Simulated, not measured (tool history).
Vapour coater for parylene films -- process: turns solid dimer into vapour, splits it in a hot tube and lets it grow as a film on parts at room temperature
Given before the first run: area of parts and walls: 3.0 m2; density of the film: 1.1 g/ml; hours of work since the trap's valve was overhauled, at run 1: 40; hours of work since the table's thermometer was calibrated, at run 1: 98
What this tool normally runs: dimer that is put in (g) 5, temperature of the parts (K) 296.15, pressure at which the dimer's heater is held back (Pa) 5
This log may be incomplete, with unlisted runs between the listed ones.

| run | hour | dimer that is put in (g) | temperature of the parts (K) | pressure at which the dimer's heater is held back (Pa) | hours of work since the trap's valve was overhauled | hours of work since the table's thermometer was calibrated | thickness of the film (um) |
|---|---|---|---|---|---|---|---|
| 1 | 0 | 5 | 296.15 | 5 | 40 | 98 | 1.083 |
| 2 | 9.7 | 5 | 296.15 | 6.88 | 46 | 105 | 0.988 |
| 3 | 21.1 | 5 | 296.15 | 6.88 | 54 | 113 | 0.996 |
| 4 | 39.1 | 5 | 296.15 | 6.88 | 66 | 125 | 0.994 |
| 5 | 58.5 | 5 | 296.15 | 5 | 79 | 138 | 1.065 |
| 6 | 73.7 | 5 | 296.15 | 5 | 89 | 148 | 1.048 |
| 7 | 86.7 | 5 | 296.15 | 2.77 | 98 | 157 | 1.21 |
| 8 | 99.9 | 5 | 296.15 | 2.77 | 107 | 166 | 1.205 |
| 9 | 116.3 | 5 | 296.15 | 2.77 | 118 | 177 | 1.208 |
| 10 | 130.9 | 3 | 296.15 | 2.77 | 128 | 187 | 0.715 |
| 11 | 144.9 | 5 | 296.15 | 5 | 137 | 196 | 1.03 |
| 12 | 156.6 | 5 | 296.15 | 5 | 145 | 204 | 1.021 |
| 13 | 168.1 | 5 | 296.15 | 5 | 153 | 212 | 1.014 |
| 14 | 184.7 | 5 | 306.15 | 5 | 164 | 223 | 0.826 |
| 15 | 203.6 | 5 | 296.15 | 4.79 | 177 | 236 | 1.026 |
| 16 | 220 | 5 | 293.15 | 5 | 188 | 247 | 1.054 |
| 17 | 228.1 | 5 | 296.15 | 5 | 194 | 252 | 1.003 |
| 18 | 245 | 5 | 296.15 | 5 | 205 | 264 | 0.987 |
| 19 | 255.7 | 5 | 296.15 | 5 | 212 | 271 | 1.002 |
| 20 | 272.6 | 5 | 296.15 | 5 | 224 | 283 | 1.002 |
| 21 | 291.9 | 5 | 296.15 | 5 | 237 | 296 | 0.992 |
| 22 | 311.2 | 5 | 296.15 | 5 | 250 | 309 | 0.978 |
|  | 316.2 | trap's valve overhauled |
| 23 | 333.1 | 5 | 296.15 | 5 | 11 | 321 | 0.9 |
| 24 | 343.9 | 5 | 291.15 | 5 | 19 | 328 | 1 |
|  | 350.2 | trap's valve overhauled, once more |
| 25 | 357.3 | 3 | 291.15 | 5.24 | 5 | 334 | 0.719 |
| 26 | 375.5 | 6 | 302.15 | 5 | 17 | 347 | 1.157 |
| 27 | 389.1 | 5 | 304.15 | 5 | 26 | 356 | 0.94 |
| 28 | 398.2 | 5 | 292.15 | 9.84 | 32 | 362 | 0.98 |
| 29 | 410.5 | 4 | 296.15 | 4.57 | 41 | 370 | 0.878 |
| 30 | 418.6 | 4 | 296.15 | 4.57 | 46 | 376 | 0.884 |
| 31 | 433.8 | 5 | 307.15 | 10.58 | 56 | 386 | 0.726 |
| 32 | 453 | 5 | 289.15 | 2.33 | 69 | 399 | 1.438 |
| 33 | 470.5 | 4 | 294.15 | 2.33 | 81 | 411 | 1.07 |
| 34 | 486.2 | 4 | 294.15 | 2.33 | 92 | 421 | 1.062 |
| 35 | 495.8 | 4 | 294.15 | 4.07 | 98 | 428 | 0.916 |
| 36 | 513.3 | 4 | 294.15 | 4.07 | 110 | 440 | 0.92 |
| 37 | 530.1 | 4 | 294.15 | 4.07 | 122 | 451 | 0.906 |
| 38 | 549.5 | 3 | 296.15 | 5.14 | 135 | 464 | 0.618 |
| 39 | 558.6 | 2 | 308.15 | 5 | 141 | 470 | 0.334 |
| 40 | 572 | 5 | 292.15 | 5 | 150 | 479 | 1.117 |
| 41 | 583.5 | 4 | 298.15 | 10.1 | 158 | 487 | 0.666 |
| 42 | 595.1 | 8 | 294.15 | 11.97 | 165 | 495 | 1.379 |
| 43 | 606 | 3 | 296.15 | 3.12 | 173 | 502 | 0.688 |
| 44 | 617.4 | 2 | 296.15 | 5 | 180 | 510 | 0.41 |
| 45 | 630.8 | 5 | 296.15 | 5 | 190 | 519 | 1.011 |

Consider 3 possible next runs. They are alternatives, not a sequence: every one starts from the tool as it was left by run 45. What does each give?
| A | 641.6 | 7 | 304.15 | 5 | 197 | 526 | ? |
| B | 641.6 | 5 | 296.15 | 2.5 | 197 | 526 | ? |
| C | 641.6 | 4 | 294.15 | 8.98 | 197 | 526 | ? |

| run | thickness of the film (um) |
|---|---|
| A | 1.214 |
| B | 1.203 |
| C | 0.727 |
Stripped of hidden state, with their random variation kept, the same runs would have yielded:
| run | thickness of the film (um) |
|---|---|
| A | 1.319 |
| B | 1.307 |
| C | 0.79 |
